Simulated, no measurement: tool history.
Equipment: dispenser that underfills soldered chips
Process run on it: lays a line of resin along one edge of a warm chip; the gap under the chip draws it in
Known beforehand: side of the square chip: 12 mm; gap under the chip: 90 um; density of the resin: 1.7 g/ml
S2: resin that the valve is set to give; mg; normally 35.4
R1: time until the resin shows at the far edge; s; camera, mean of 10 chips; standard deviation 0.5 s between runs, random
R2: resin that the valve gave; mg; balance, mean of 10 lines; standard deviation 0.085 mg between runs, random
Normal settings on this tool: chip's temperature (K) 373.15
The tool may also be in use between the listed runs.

Run 1, hour 0: usual settings. Result: R1 44.1 s, R2 34.29 mg.
Run 2, hour 8.7: usual settings. Result: R1 56.1 s, R2 34.31 mg.
At hour 11.2: new syringe of resin.
Run 3, hour 17.2: usual settings. Result: R1 50.4 s, R2 34.2 mg.
At hour 22.1: new syringe of resin.
Run 4, hour 24.2: usual settings but S2 36.5 mg. Result: R1 45.7 s, R2 35.18 mg.
Run 5, hour 30.5: usual settings but S2 36.5 mg. Result: R1 56.1 s, R2 35.16 mg.
At hour 33.6: new syringe of resin.
Run 6, hour 35: usual settings but S2 36.5 mg. Result: R1 44.7 s, R2 35.17 mg.
Run 7, hour 39.8: usual settings but S2 36 mg. Result: R1 52.4 s, R2 34.68 mg.
At hour 44.9: new syringe of resin.
Run 8, hour 47.8: usual settings but S2 36 mg. Result: R1 48.2 s, R2 34.68 mg.
At hour 55.9: new syringe of resin.
Run 9, hour 56.9: usual settings but S2 36 mg. Result: R1 44.7 s, R2 34.53 mg.
Run 10, hour 63: usual settings but S2 36 mg. Result: R1 54.4 s, R2 34.38 mg.
At hour 64.8: dispensing valve cleaned and set on the balance.
At hour 68.2: new syringe of resin.
Run 11, hour 73.4: usual settings but S2 36 mg. Result: R1 50.2 s, R2 35.92 mg.
At hour 79.5: new syringe of resin.
Run 12, hour 80.4: usual settings but chip's temperature (K) 381.15. Result: R1 31.1 s, R2 35.29 mg.
Run 13, hour 86.5: usual settings but chip's temperature (K) 381.15. Result: R1 37.2 s, R2 35.36 mg.
At hour 90.4: new syringe of resin.
Run 14, hour 90.7: usual settings. Result: R1 44.8 s, R2 35.05 mg.
Run 15, hour 96.1: usual settings. Result: R1 52.7 s, R2 35.02 mg.
At hour 101.4: new syringe of resin.
Run 16, hour 104.1: usual settings. Result: R1 47.7 s, R2 35.11 mg.
Run 17, hour 110.6: usual settings. Result: R1 57.3 s, R2 34.97 mg.
At hour 112.7: new syringe of resin.
Run 18, hour 117.7: usual settings. Result: R1 50.2 s, R2 35.08 mg.
Run 19, hour 122.4: usual settings. Result: R1 59.3 s, R2 34.92 mg.
At hour 123.9: new syringe of resin.
Run 20, hour 128.8: usual settings but chip's temperature (K) 379.15, S2 35.6 mg. Result: R1 38.9 s, R2 35.21 mg.
At hour 134.9: new syringe of resin.
Run 21, hour 138.2: usual settings but S2 35.7 mg. Result: R1 48.2 s, R2 35.14 mg.
Run 22, hour 144.9: usual settings but S2 35.7 mg. Result: R1 60.1 s, R2 34.99 mg.
At hour 146.1: new syringe of resin.
Run 23, hour 152.8: usual settings but chip's temperature (K) 379.15, S2 43.9 mg. Result: R1 40.4 s, R2 43.14 mg.
At hour 157.4: new syringe of resin.
Run 24, hour 159.9: usual settings but chip's temperature (K) 379.15, S2 43.9 mg. Result: R1 35.6 s, R2 43.08 mg.
Run 25, hour 165.8: usual settings but chip's temperature (K) 383.15, S2 34.9 mg. Result: R1 37.1 s, R2 34.21 mg.
At hour 168.5: new syringe of resin.
Run 26, hour 172.5: usual settings but chip's temperature (K) 383.15, S2 34.9 mg. Result: R1 32 s, R2 34.08 mg.
Run 27, hour 177.1: usual settings but chip's temperature (K) 383.15, S2 37.1 mg. Result: R1 36.3 s, R2 36.24 mg.
At hour 179.5: new syringe of resin.
Run 28, hour 184.5: usual settings but chip's temperature (K) 360.15, S2 36.4 mg. Result: R1 92.2 s, R2 35.54 mg.
At hour 190.6: new syringe of resin.
Run 29, hour 193.2: usual settings but chip's temperature (K) 371.15, S2 45.8 mg. Result: R1 51.7 s, R2 44.45 mg.
Run 30, hour 199.3: usual settings but chip's temperature (K) 371.15, S2 45.8 mg. Result: R1 62.8 s, R2 44.4 mg.
At hour 201.7: new syringe of resin.
Run 31, hour 205.3: usual settings but chip's temperature (K) 371.15, S2 45.8 mg. Result: R1 52.4 s, R2 44.54 mg.
Run 32, hour 209.9: usual settings but chip's temperature (K) 378.15, S2 30.5 mg. Result: R1 46.6 s, R2 29.51 mg.
At hour 213: new syringe of resin.
Run 33, hour 214.9: usual settings but chip's temperature (K) 378.15, S2 30.5 mg. Result: R1 39.7 s, R2 29.57 mg.
Run 34, hour 219.1: usual settings but chip's temperature (K) 378.15, S2 41.8 mg. Result: R1 42.5 s, R2 40.42 mg.

What would each run have given without the hidden state, its run-to-run variation left as it was?
What the log doesn't record here: resin's viscosity, % of fresh resin's; dose that the valve gives, % of what is set; true chip temperature over the reading, C; drift of the gauge itself on fill_s, %; drift of the gauge itself on given_mg, %.
run    R1     R2
  1  41.3  35.34
  2  40.3  35.44
  3  39.6  35.39
  4  39.4  36.45
  5  39.8  36.48
  6  40.3  36.53
  7  40.8  36.07
  8  40.7  36.12
  9  40.3  36.04
 10  40.6  35.94
 11  39.9     36
 12  28.3  35.43
 13    28  35.54
 14    41  35.25
 15  40.9  35.27
 16    41  35.42
 17  40.4  35.33
 18  39.3   35.5
 19  40.4  35.37
 20  30.8  35.71
 21  39.7  35.71
 22  40.4  35.61
 23  30.7  43.98
 24  30.5  43.99
 25  26.6  34.99
 26  26.6   34.9
 27  26.1  37.15
 28  71.9  36.49
 29  43.5  45.72
 30  43.9  45.74
 31  42.4  45.94
 32  32.6  30.47
 33  33.5  30.56
 34  31.8  41.83
